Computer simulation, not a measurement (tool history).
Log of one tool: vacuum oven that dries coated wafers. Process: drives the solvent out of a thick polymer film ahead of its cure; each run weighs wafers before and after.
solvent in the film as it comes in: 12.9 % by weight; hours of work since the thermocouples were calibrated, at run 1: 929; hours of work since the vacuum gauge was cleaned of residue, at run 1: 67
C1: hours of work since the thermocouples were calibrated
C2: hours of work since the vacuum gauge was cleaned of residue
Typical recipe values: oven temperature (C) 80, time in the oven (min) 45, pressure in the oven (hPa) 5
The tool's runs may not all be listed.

{"run": 1, "hour": 0.0, "oven temperature (C)": 80, "time in the oven (min)": 45, "pressure in the oven (hPa)": 5, "C1": 929, "C2": 67, "solvent left in the film (%)": 2.49}
{"run": 2, "hour": 77.9, "oven temperature (C)": 80, "time in the oven (min)": 45, "pressure in the oven (hPa)": 5, "C1": 978, "C2": 116, "solvent left in the film (%)": 2.38}
{"run": 3, "hour": 131.1, "oven temperature (C)": 80, "time in the oven (min)": 45, "pressure in the oven (hPa)": 5, "C1": 1011, "C2": 150, "solvent left in the film (%)": 2.41}
{"run": 4, "hour": 191.4, "oven temperature (C)": 80, "time in the oven (min)": 45, "pressure in the oven (hPa)": 5, "C1": 1049, "C2": 188, "solvent left in the film (%)": 2.45}
{"run": 5, "hour": 234.7, "oven temperature (C)": 80, "time in the oven (min)": 45, "pressure in the oven (hPa)": 5, "C1": 1076, "C2": 215, "solvent left in the film (%)": 2.37}
{"run": 6, "hour": 309.3, "oven temperature (C)": 80, "time in the oven (min)": 45, "pressure in the oven (hPa)": 5, "C1": 1123, "C2": 262, "solvent left in the film (%)": 2.29}
{"run": 7, "hour": 385.3, "oven temperature (C)": 73, "time in the oven (min)": 45, "pressure in the oven (hPa)": 5, "C1": 1171, "C2": 310, "solvent left in the film (%)": 4.19}
{"run": 8, "hour": 456.7, "oven temperature (C)": 73, "time in the oven (min)": 45, "pressure in the oven (hPa)": 5, "C1": 1216, "C2": 355, "solvent left in the film (%)": 4.25}
{"run": 9, "hour": 534.3, "oven temperature (C)": 73, "time in the oven (min)": 45, "pressure in the oven (hPa)": 5, "C1": 1265, "C2": 404, "solvent left in the film (%)": 4.17}
{"run": 10, "hour": 594.2, "oven temperature (C)": 73, "time in the oven (min)": 28, "pressure in the oven (hPa)": 5, "C1": 1303, "C2": 441, "solvent left in the film (%)": 5.77}
{"run": 11, "hour": 674.8, "oven temperature (C)": 73, "time in the oven (min)": 28, "pressure in the oven (hPa)": 5, "C1": 1354, "C2": 492, "solvent left in the film (%)": 5.78}
{"run": 12, "hour": 737.0, "oven temperature (C)": 73, "time in the oven (min)": 28, "pressure in the oven (hPa)": 5, "C1": 1393, "C2": 531, "solvent left in the film (%)": 5.75}
{"run": 13, "hour": 794.8, "oven temperature (C)": 73, "time in the oven (min)": 28, "pressure in the oven (hPa)": 5, "C1": 1429, "C2": 568, "solvent left in the film (%)": 5.77}
{"run": 14, "hour": 874.4, "oven temperature (C)": 73, "time in the oven (min)": 28, "pressure in the oven (hPa)": 5, "C1": 1480, "C2": 618, "solvent left in the film (%)": 5.75}
{"run": 15, "hour": 925.1, "oven temperature (C)": 80, "time in the oven (min)": 45, "pressure in the oven (hPa)": 5, "C1": 1512, "C2": 650, "solvent left in the film (%)": 2.24}
{"run": 16, "hour": 1015.4, "oven temperature (C)": 80, "time in the oven (min)": 45, "pressure in the oven (hPa)": 5, "C1": 1568, "C2": 707, "solvent left in the film (%)": 2.2}
{"run": 17, "hour": 1075.4, "oven temperature (C)": 80, "time in the oven (min)": 45, "pressure in the oven (hPa)": 5, "C1": 1606, "C2": 745, "solvent left in the film (%)": 2.15}
{"run": 18, "hour": 1155.3, "oven temperature (C)": 80, "time in the oven (min)": 45, "pressure in the oven (hPa)": 5, "C1": 1657, "C2": 795, "solvent left in the film (%)": 2.12}
{"hour": 1163.6, "done": "vacuum gauge cleaned of residue and calibrated"}
{"run": 19, "hour": 1251.0, "oven temperature (C)": 80, "time in the oven (min)": 45, "pressure in the oven (hPa)": 5, "C1": 1716, "C2": 55, "solvent left in the film (%)": 2.14}
{"hour": 1292.2, "done": "oven's thermocouples calibrated"}
{"run": 20, "hour": 1314.1, "oven temperature (C)": 80, "time in the oven (min)": 45, "pressure in the oven (hPa)": 5, "C1": 14, "C2": 94, "solvent left in the film (%)": 3.2}
{"run": 21, "hour": 1401.3, "oven temperature (C)": 80, "time in the oven (min)": 45, "pressure in the oven (hPa)": 3.23, "C1": 69, "C2": 148, "solvent left in the film (%)": 3.01}
{"run": 22, "hour": 1446.0, "oven temperature (C)": 80, "time in the oven (min)": 45, "pressure in the oven (hPa)": 3.23, "C1": 97, "C2": 177, "solvent left in the film (%)": 3.12}
{"run": 23, "hour": 1494.2, "oven temperature (C)": 80, "time in the oven (min)": 45, "pressure in the oven (hPa)": 3.23, "C1": 127, "C2": 207, "solvent left in the film (%)": 3.04}
{"run": 24, "hour": 1596.0, "oven temperature (C)": 66, "time in the oven (min)": 65, "pressure in the oven (hPa)": 11.3, "C1": 191, "C2": 271, "solvent left in the film (%)": 6}
{"run": 25, "hour": 1642.4, "oven temperature (C)": 66, "time in the oven (min)": 65, "pressure in the oven (hPa)": 11.3, "C1": 221, "C2": 300, "solvent left in the film (%)": 5.98}
{"hour": 1706.0, "done": "vacuum gauge cleaned of residue and calibrated, once more"}
{"run": 26, "hour": 1724.0, "oven temperature (C)": 71, "time in the oven (min)": 57, "pressure in the oven (hPa)": 17.35, "C1": 271, "C2": 11, "solvent left in the film (%)": 4.98}
{"run": 27, "hour": 1790.4, "oven temperature (C)": 83, "time in the oven (min)": 45, "pressure in the oven (hPa)": 19.16, "C1": 313, "C2": 53, "solvent left in the film (%)": 2.59}
{"run": 28, "hour": 1878.9, "oven temperature (C)": 80, "time in the oven (min)": 45, "pressure in the oven (hPa)": 13.75, "C1": 369, "C2": 109, "solvent left in the film (%)": 3.12}
{"run": 29, "hour": 1974.8, "oven temperature (C)": 79, "time in the oven (min)": 45, "pressure in the oven (hPa)": 11.69, "C1": 429, "C2": 169, "solvent left in the film (%)": 3.32}
{"run": 30, "hour": 2058.3, "oven temperature (C)": 83, "time in the oven (min)": 45, "pressure in the oven (hPa)": 6.01, "C1": 482, "C2": 222, "solvent left in the film (%)": 2.09}
{"run": 31, "hour": 2156.0, "oven temperature (C)": 83, "time in the oven (min)": 45, "pressure in the oven (hPa)": 6.01, "C1": 543, "C2": 284, "solvent left in the film (%)": 2.05}
{"run": 32, "hour": 2231.7, "oven temperature (C)": 74, "time in the oven (min)": 53, "pressure in the oven (hPa)": 8.39, "C1": 591, "C2": 331, "solvent left in the film (%)": 3.97}
{"run": 33, "hour": 2313.4, "oven temperature (C)": 72, "time in the oven (min)": 45, "pressure in the oven (hPa)": 5, "C1": 643, "C2": 383, "solvent left in the film (%)": 4.93}
{"run": 34, "hour": 2355.4, "oven temperature (C)": 90, "time in the oven (min)": 45, "pressure in the oven (hPa)": 5, "C1": 669, "C2": 409, "solvent left in the film (%)": 0.82}
{"run": 35, "hour": 2404.1, "oven temperature (C)": 90, "time in the oven (min)": 45, "pressure in the oven (hPa)": 5, "C1": 700, "C2": 440, "solvent left in the film (%)": 0.79}
{"run": 36, "hour": 2457.9, "oven temperature (C)": 80, "time in the oven (min)": 72, "pressure in the oven (hPa)": 8.19, "C1": 734, "C2": 474, "solvent left in the film (%)": 1.44}
{"run": 37, "hour": 2557.2, "oven temperature (C)": 80, "time in the oven (min)": 78, "pressure in the oven (hPa)": 10.8, "C1": 796, "C2": 536, "solvent left in the film (%)": 1.33}
{"run": 38, "hour": 2630.4, "oven temperature (C)": 80, "time in the oven (min)": 78, "pressure in the oven (hPa)": 10.8, "C1": 842, "C2": 583, "solvent left in the film (%)": 1.32}

Forecast each of these 5 alternatives for the next run:
{"run": "A", "hour": 2675.6, "oven temperature (C)": 80, "time in the oven (min)": 78, "pressure in the oven (hPa)": 17.02, "C1": 871, "C2": 611, "solvent left in the film (%)": "?"}
{"run": "B", "hour": 2675.6, "oven temperature (C)": 80, "time in the oven (min)": 61, "pressure in the oven (hPa)": 3.9, "C1": 871, "C2": 611, "solvent left in the film (%)": "?"}
{"run": "C", "hour": 2675.6, "oven temperature (C)": 80, "time in the oven (min)": 57, "pressure in the oven (hPa)": 6.66, "C1": 871, "C2": 611, "solvent left in the film (%)": "?"}
{"run": "D", "hour": 2675.6, "oven temperature (C)": 79, "time in the oven (min)": 45, "pressure in the oven (hPa)": 19.72, "C1": 871, "C2": 611, "solvent left in the film (%)": "?"}
{"run": "E", "hour": 2675.6, "oven temperature (C)": 80, "time in the oven (min)": 45, "pressure in the oven (hPa)": 2.81, "C1": 871, "C2": 611, "solvent left in the film (%)": "?"}

run=A solvent_left_in_the_film_(%)=1.52
run=B solvent_left_in_the_film_(%)=1.63
run=C solvent_left_in_the_film_(%)=1.94
run=D solvent_left_in_the_film_(%)=3.39
run=E solvent_left_in_the_film_(%)=2.61
What these runs would have given with no unlogged condition in the tool:
run=A solvent_left_in_the_film_(%)=1.71
run=B solvent_left_in_the_film_(%)=1.88
run=C solvent_left_in_the_film_(%)=2.22
run=D solvent_left_in_the_film_(%)=3.75
run=E solvent_left_in_the_film_(%)=2.94
